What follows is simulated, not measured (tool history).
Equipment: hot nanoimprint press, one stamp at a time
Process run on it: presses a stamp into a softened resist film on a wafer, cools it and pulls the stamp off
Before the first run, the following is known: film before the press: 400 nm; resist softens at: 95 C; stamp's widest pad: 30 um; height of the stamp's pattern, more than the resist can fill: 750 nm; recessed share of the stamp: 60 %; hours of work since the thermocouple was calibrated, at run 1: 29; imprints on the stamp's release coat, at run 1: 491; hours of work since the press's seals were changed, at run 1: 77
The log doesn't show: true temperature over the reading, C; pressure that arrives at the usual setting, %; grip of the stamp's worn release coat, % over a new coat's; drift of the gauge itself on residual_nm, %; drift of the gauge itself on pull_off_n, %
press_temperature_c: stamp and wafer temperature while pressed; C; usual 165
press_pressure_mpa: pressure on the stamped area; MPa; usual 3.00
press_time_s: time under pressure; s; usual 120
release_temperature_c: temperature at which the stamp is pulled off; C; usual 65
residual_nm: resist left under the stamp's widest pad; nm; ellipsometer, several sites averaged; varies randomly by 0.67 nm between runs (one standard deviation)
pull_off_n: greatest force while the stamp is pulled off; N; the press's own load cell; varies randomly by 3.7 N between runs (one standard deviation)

run   hour  press_temperature_c  press_pressure_mpa  press_time_s  release_temperature_c  hours of work since the thermocouple was calibrated  imprints on the stamp's release coat  hours of work since the press's seals were changed  residual_nm  pull_off_n
  1    0.0                  165                3.00           120                     65                                                   29                                   491                                                  77        230.9         193
  2   18.1                  165                3.00           120                     65                                                   39                                   527                                                  86        229.9         193
  3   37.3                  165                3.00           120                     65                                                   49                                   566                                                  96        228.8         187
  4   55.0                  165                3.00           120                     63                                                   58                                   601                                                 105        229.5         203
  5   68.3                  165                3.00           120                     63                                                   65                                   628                                                 112        229.8         197
  6   84.3                  165                3.00           120                     63                                                   73                                   660                                                 121        229.1         199
      89.0  -- plate thermocouple calibrated
  7  103.5                  165                3.00           120                     65                                                    7                                   692                                                 129        226.0         192
  8  117.1                  165                3.32           120                     65                                                   15                                   719                                                 136        219.0         196
  9  133.8                  165                3.32           120                     65                                                   23                                   752                                                 145        220.0         185
 10  147.4                  154                3.32           120                     56                                                   30                                   779                                                 152        305.8         232
 11  163.6                  166                3.00            84                     65                                                   39                                   812                                                 160        244.6         196
 12  179.1                  158                3.62            84                     70                                                   47                                   842                                                 168        291.5         172
 13  199.2                  158                3.62            84                     70                                                   57                                   882                                                 179        291.4         173
 14  213.4                  158                3.62            84                     70                                                   65                                   911                                                 186        291.9         166

Predict each of these 4 candidate next runs independently; none follows another, all start after run 14:
     219.5  -- plate thermocouple calibrated, once more
  A  237.4                  165                2.86           136                     65                                                    9                                   953                                                 197            ?           ?
     219.5  -- plate thermocouple calibrated, once more
  B  237.4                  158                3.62            84                     60                                                    9                                   953                                                 197            ?           ?
     219.5  -- plate thermocouple calibrated, once more
  C  237.4                  171                1.94            84                     70                                                    9                                   953                                                 197            ?           ?
     219.5  -- plate thermocouple calibrated, once more
  D  237.4                  158                3.47            64                     71                                                    9                                   953                                                 197            ?           ?

run  residual_nm  pull_off_n
  A        227.9         207
  B        297.1         231
  C        248.6         178
  D        319.5         168
Take away the tool's hidden state, keep each run's random variation, and the runs would have read:
run  residual_nm  pull_off_n
  A        227.7         179
  B        296.9         200
  C        248.8         154
  D        319.3         145

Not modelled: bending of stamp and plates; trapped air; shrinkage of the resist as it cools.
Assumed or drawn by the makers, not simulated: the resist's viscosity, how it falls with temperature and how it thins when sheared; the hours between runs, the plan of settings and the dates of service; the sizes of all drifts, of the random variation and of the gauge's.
